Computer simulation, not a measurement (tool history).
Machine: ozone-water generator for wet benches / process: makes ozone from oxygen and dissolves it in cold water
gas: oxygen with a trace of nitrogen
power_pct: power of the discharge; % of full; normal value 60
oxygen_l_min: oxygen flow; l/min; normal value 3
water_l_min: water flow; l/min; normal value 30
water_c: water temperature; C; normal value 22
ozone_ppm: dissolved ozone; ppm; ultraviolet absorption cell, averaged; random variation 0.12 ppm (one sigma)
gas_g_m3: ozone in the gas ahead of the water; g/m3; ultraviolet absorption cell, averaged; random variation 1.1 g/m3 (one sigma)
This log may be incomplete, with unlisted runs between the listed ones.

Run 1, day 0: usual settings. Result: ozone_ppm 11.8 ppm, gas_g_m3 185.9 g/m3.
Run 2, day 3.925: usual settings. Result: ozone_ppm 11.8 ppm, gas_g_m3 184.9 g/m3.
Run 3, day 8.879: usual settings but power_pct 83 % of full. Result: ozone_ppm 14.9 ppm, gas_g_m3 241.2 g/m3.
Run 4, day 14.275: usual settings but power_pct 83 % of full. Result: ozone_ppm 15.3 ppm, gas_g_m3 241.7 g/m3.
Run 5, day 17.596: usual settings but power_pct 83 % of full. Result: ozone_ppm 15.4 ppm, gas_g_m3 244.6 g/m3.
Run 6, day 22.462: usual settings but power_pct 83 % of full. Result: ozone_ppm 15.1 ppm, gas_g_m3 241.9 g/m3.
Run 7, day 26.096: usual settings but power_pct 83 % of full. Result: ozone_ppm 15.1 ppm, gas_g_m3 239.9 g/m3.
Run 8, day 30.883: usual settings but power_pct 83 % of full. Result: ozone_ppm 15.1 ppm, gas_g_m3 241.5 g/m3.
Run 9, day 34.725: usual settings but oxygen_l_min 4.2 l/min. Result: ozone_ppm 12 ppm, gas_g_m3 148.4 g/m3.
Run 10, day 38.571: usual settings. Result: ozone_ppm 11.8 ppm, gas_g_m3 183.7 g/m3.
Run 11, day 43.842: usual settings. Result: ozone_ppm 11.8 ppm, gas_g_m3 182.8 g/m3.
Run 12, day 46.912: usual settings but power_pct 65 % of full, water_l_min 41 l/min. Result: ozone_ppm 8.9 ppm, gas_g_m3 198.1 g/m3.
Run 13, day 50.154: usual settings but power_pct 44 % of full, oxygen_l_min 2.38 l/min, water_l_min 41 l/min. Result: ozone_ppm 6.3 ppm, gas_g_m3 168 g/m3.
At day 51.775: contactor cleaned.
Run 14, day 52.712: usual settings but power_pct 44 % of full, oxygen_l_min 3.55 l/min, water_l_min 22 l/min, water_c 15 C. Result: ozone_ppm 13.4 ppm, gas_g_m3 128.8 g/m3.
Run 15, day 57.017: usual settings but power_pct 44 % of full, oxygen_l_min 2.37 l/min, water_l_min 22 l/min, water_c 19 C. Result: ozone_ppm 12.1 ppm, gas_g_m3 168.5 g/m3.
Run 16, day 60.279: usual settings but power_pct 44 % of full, oxygen_l_min 2.37 l/min, water_l_min 22 l/min, water_c 19 C. Result: ozone_ppm 12.1 ppm, gas_g_m3 165.8 g/m3.
Run 17, day 63.746: usual settings but power_pct 71 % of full, water_l_min 28 l/min. Result: ozone_ppm 14.4 ppm, gas_g_m3 210.1 g/m3.
Run 18, day 66.7: usual settings but power_pct 71 % of full, water_l_min 28 l/min, water_c 19 C. Result: ozone_ppm 14.6 ppm, gas_g_m3 209.6 g/m3.
Run 19, day 69.942: usual settings but power_pct 46 % of full. Result: ozone_ppm 9.5 ppm, gas_g_m3 147.9 g/m3.

Here are 5 independent what-if runs from the current tool condition. What would each one return?
Run A, day 75.425: usual settings but power_pct 42 % of full, oxygen_l_min 1.94 l/min, water_l_min 19 l/min. Result: ozone_ppm ?, gas_g_m3 ?.
Run B, day 75.425: usual settings but power_pct 79 % of full, water_c 19 C. Result: ozone_ppm ?, gas_g_m3 ?.
Run C, day 75.425: usual settings but power_pct 42 % of full. Result: ozone_ppm ?, gas_g_m3 ?.
Run D, day 75.425: usual settings but power_pct 72 % of full, oxygen_l_min 2.97 l/min, water_l_min 32 l/min. Result: ozone_ppm ?, gas_g_m3 ?.
Run E, day 75.425: usual settings but power_pct 68 % of full, oxygen_l_min 2.02 l/min, water_l_min 24 l/min. Result: ozone_ppm ?, gas_g_m3 ?.

run  ozone_ppm  gas_g_m3
  A       12.9     182.3
  B       14.8     227.7
  C        8.6     135.7
  D       12.5     212.5
  E       15.5     261.1
The same runs, with their run-to-run variation unchanged, on a tool lacking any hidden condition would have given:
run  ozone_ppm  gas_g_m3
  A       12.9     186.5
  B       14.8     232.9
  C        8.6     138.7
  D       12.5     217.4
  E       15.5     267.1

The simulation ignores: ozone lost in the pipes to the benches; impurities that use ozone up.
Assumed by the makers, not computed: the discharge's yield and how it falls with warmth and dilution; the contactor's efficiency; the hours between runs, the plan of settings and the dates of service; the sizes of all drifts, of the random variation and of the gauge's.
